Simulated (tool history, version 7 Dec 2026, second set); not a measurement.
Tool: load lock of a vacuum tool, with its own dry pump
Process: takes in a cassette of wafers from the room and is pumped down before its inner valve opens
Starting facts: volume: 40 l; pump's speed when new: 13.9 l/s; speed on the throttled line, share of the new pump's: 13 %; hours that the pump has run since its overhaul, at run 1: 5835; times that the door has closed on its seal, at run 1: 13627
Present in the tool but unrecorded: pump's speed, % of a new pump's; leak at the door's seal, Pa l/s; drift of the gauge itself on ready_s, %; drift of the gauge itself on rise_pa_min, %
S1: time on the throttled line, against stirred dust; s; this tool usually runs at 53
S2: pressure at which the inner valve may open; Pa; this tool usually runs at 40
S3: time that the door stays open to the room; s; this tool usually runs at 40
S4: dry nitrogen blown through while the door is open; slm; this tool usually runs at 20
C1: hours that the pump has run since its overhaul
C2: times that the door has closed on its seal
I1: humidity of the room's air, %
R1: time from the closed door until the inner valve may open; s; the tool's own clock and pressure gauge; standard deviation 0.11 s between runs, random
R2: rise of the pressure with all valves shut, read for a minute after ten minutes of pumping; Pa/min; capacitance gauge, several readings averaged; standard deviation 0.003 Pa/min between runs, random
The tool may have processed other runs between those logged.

{"run": 1, "day": 0.0, "S1": 53, "S2": 40, "S3": 40, "S4": 20, "C1": 5835, "C2": 13627, "I1": 46.4, "R1": 69.5, "R2": 0.106}
{"run": 2, "day": 6.854, "S1": 46, "S2": 40, "S3": 40, "S4": 20, "C1": 5999, "C2": 14166, "I1": 47.6, "R1": 63.3, "R2": 0.108}
{"run": 3, "day": 14.904, "S1": 53, "S2": 40, "S3": 40, "S4": 20, "C1": 6193, "C2": 14798, "I1": 42.9, "R1": 69.6, "R2": 0.103}
{"run": 4, "day": 23.712, "S1": 53, "S2": 40, "S3": 40, "S4": 20, "C1": 6404, "C2": 15490, "I1": 47.1, "R1": 69.5, "R2": 0.113}
{"run": 5, "day": 35.479, "S1": 53, "S2": 40, "S3": 40, "S4": 41, "C1": 6686, "C2": 16415, "I1": 44.7, "R1": 69.9, "R2": 0.121}
{"run": 6, "day": 42.288, "S1": 53, "S2": 40, "S3": 40, "S4": 41, "C1": 6850, "C2": 16949, "I1": 45.4, "R1": 69.5, "R2": 0.122}
{"run": 7, "day": 54.475, "S1": 53, "S2": 40, "S3": 40, "S4": 41, "C1": 7142, "C2": 17907, "I1": 45.3, "R1": 69.7, "R2": 0.134}
{"run": 8, "day": 65.458, "S1": 53, "S2": 40, "S3": 40, "S4": 10, "C1": 7406, "C2": 18770, "I1": 45.7, "R1": 69.7, "R2": 0.155}
{"run": 9, "day": 76.575, "S1": 53, "S2": 40, "S3": 40, "S4": 10, "C1": 7673, "C2": 19643, "I1": 48.7, "R1": 69.7, "R2": 0.166}
{"run": 10, "day": 88.558, "S1": 53, "S2": 40, "S3": 39, "S4": 20, "C1": 7960, "C2": 20585, "I1": 44.4, "R1": 70.0, "R2": 0.165}
{"run": 11, "day": 100.188, "S1": 53, "S2": 40, "S3": 39, "S4": 20, "C1": 8239, "C2": 21498, "I1": 45.1, "R1": 69.9, "R2": 0.174}
{"run": 12, "day": 105.483, "S1": 53, "S2": 62, "S3": 40, "S4": 20, "C1": 8367, "C2": 21914, "I1": 46.8, "R1": 68.7, "R2": 0.179}
{"run": 13, "day": 118.038, "S1": 53, "S2": 62, "S3": 40, "S4": 20, "C1": 8668, "C2": 22901, "I1": 45.9, "R1": 68.6, "R2": 0.19}
{"run": 14, "day": 127.838, "S1": 53, "S2": 40, "S3": 40, "S4": 4, "C1": 8903, "C2": 23670, "I1": 46.2, "R1": 69.9, "R2": 0.213}
{"run": 15, "day": 135.588, "S1": 53, "S2": 31, "S3": 40, "S4": 4, "C1": 9089, "C2": 24279, "I1": 44.2, "R1": 70.7, "R2": 0.214}
{"run": 16, "day": 145.546, "S1": 53, "S2": 49, "S3": 40, "S4": 4, "C1": 9328, "C2": 25062, "I1": 45.4, "R1": 69.5, "R2": 0.214}
{"run": 17, "day": 153.342, "S1": 53, "S2": 49, "S3": 40, "S4": 4, "C1": 9515, "C2": 25674, "I1": 46.2, "R1": 69.5, "R2": 0.233}
{"run": 18, "day": 164.492, "S1": 40, "S2": 40, "S3": 40, "S4": 20, "C1": 9783, "C2": 26550, "I1": 43.3, "R1": 59.0, "R2": 0.234}
{"run": 19, "day": 172.454, "S1": 53, "S2": 39, "S3": 40, "S4": 20, "C1": 9974, "C2": 27175, "I1": 45.7, "R1": 70.2, "R2": 0.23}
{"run": 20, "day": 179.854, "S1": 53, "S2": 39, "S3": 40, "S4": 20, "C1": 10151, "C2": 27757, "I1": 46.8, "R1": 70.1, "R2": 0.24}
{"run": 21, "day": 190.2, "S1": 34, "S2": 40, "S3": 40, "S4": 14, "C1": 10400, "C2": 28570, "I1": 44.6, "R1": 54.0, "R2": 0.264}
{"run": 22, "day": 198.821, "S1": 32, "S2": 60, "S3": 40, "S4": 14, "C1": 10607, "C2": 29247, "I1": 45.5, "R1": 50.9, "R2": 0.274}
{"run": 23, "day": 206.512, "S1": 79, "S2": 55, "S3": 90, "S4": 13, "C1": 10791, "C2": 29851, "I1": 45.3, "R1": 91.6, "R2": 0.281}
{"run": 24, "day": 212.271, "S1": 79, "S2": 55, "S3": 90, "S4": 13, "C1": 10929, "C2": 30304, "I1": 46.6, "R1": 91.4, "R2": 0.298}
{"run": 25, "day": 219.433, "S1": 53, "S2": 40, "S3": 40, "S4": 20, "C1": 11101, "C2": 30866, "I1": 47.7, "R1": 70.4, "R2": 0.29}
{"run": 26, "day": 225.517, "S1": 53, "S2": 40, "S3": 40, "S4": 6, "C1": 11247, "C2": 31344, "I1": 42.8, "R1": 70.2, "R2": 0.294}
{"run": 27, "day": 231.338, "S1": 34, "S2": 40, "S3": 40, "S4": 20, "C1": 11387, "C2": 31801, "I1": 44.3, "R1": 54.2, "R2": 0.295}
{"run": 28, "day": 242.154, "S1": 34, "S2": 53, "S3": 40, "S4": 20, "C1": 11647, "C2": 32651, "I1": 46.4, "R1": 53.0, "R2": 0.314}
{"run": 29, "day": 249.846, "S1": 44, "S2": 53, "S3": 57, "S4": 13, "C1": 11831, "C2": 33255, "I1": 45.0, "R1": 61.9, "R2": 0.322}
{"run": 30, "day": 255.925, "S1": 53, "S2": 47, "S3": 40, "S4": 20, "C1": 11977, "C2": 33733, "I1": 44.0, "R1": 70.0, "R2": 0.317}
{"run": 31, "day": 261.662, "S1": 64, "S2": 47, "S3": 102, "S4": 20, "C1": 12115, "C2": 34184, "I1": 41.3, "R1": 79.5, "R2": 0.346}
{"run": 32, "day": 274.508, "S1": 99, "S2": 40, "S3": 38, "S4": 20, "C1": 12423, "C2": 35193, "I1": 43.1, "R1": 109.6, "R2": 0.345}
{"run": 33, "day": 280.258, "S1": 53, "S2": 30, "S3": 40, "S4": 20, "C1": 12561, "C2": 35645, "I1": 44.1, "R1": 71.5, "R2": 0.351}
{"run": 34, "day": 287.362, "S1": 53, "S2": 47, "S3": 40, "S4": 11, "C1": 12732, "C2": 36203, "I1": 45.6, "R1": 70.0, "R2": 0.367}
{"run": 35, "day": 296.983, "S1": 53, "S2": 40, "S3": 40, "S4": 9, "C1": 12962, "C2": 36959, "I1": 43.3, "R1": 70.6, "R2": 0.377}
{"day": 301.708, "done": "dry pump taken out, an overhauled one fitted"}
{"run": 36, "day": 309.783, "S1": 53, "S2": 40, "S3": 40, "S4": 9, "C1": 194, "C2": 37945, "I1": 44.7, "R1": 69.2, "R2": 0.393}

Branching from run 36: 3 alternative next runs. What would each branch give?
{"run": "A", "day": 322.354, "S1": 56, "S2": 42, "S3": 40, "S4": 39, "C1": 496, "C2": 38932, "I1": 47.2, "R1": "?", "R2": "?"}
{"run": "B", "day": 322.354, "S1": 53, "S2": 40, "S3": 40, "S4": 14, "C1": 496, "C2": 38932, "I1": 42.0, "R1": "?", "R2": "?"}
{"run": "C", "day": 322.354, "S1": 53, "S2": 60, "S3": 40, "S4": 9, "C1": 496, "C2": 38932, "I1": 44.7, "R1": "?", "R2": "?"}

run=A R1=71.6 R2=0.398
run=B R1=69.2 R2=0.402
run=C R1=67.8 R2=0.407
What these runs would have given with no unlogged condition in the tool:
run=A R1=71.4 R2=0.018
run=B R1=68.9 R2=0.025
run=C R1=67.6 R2=0.030
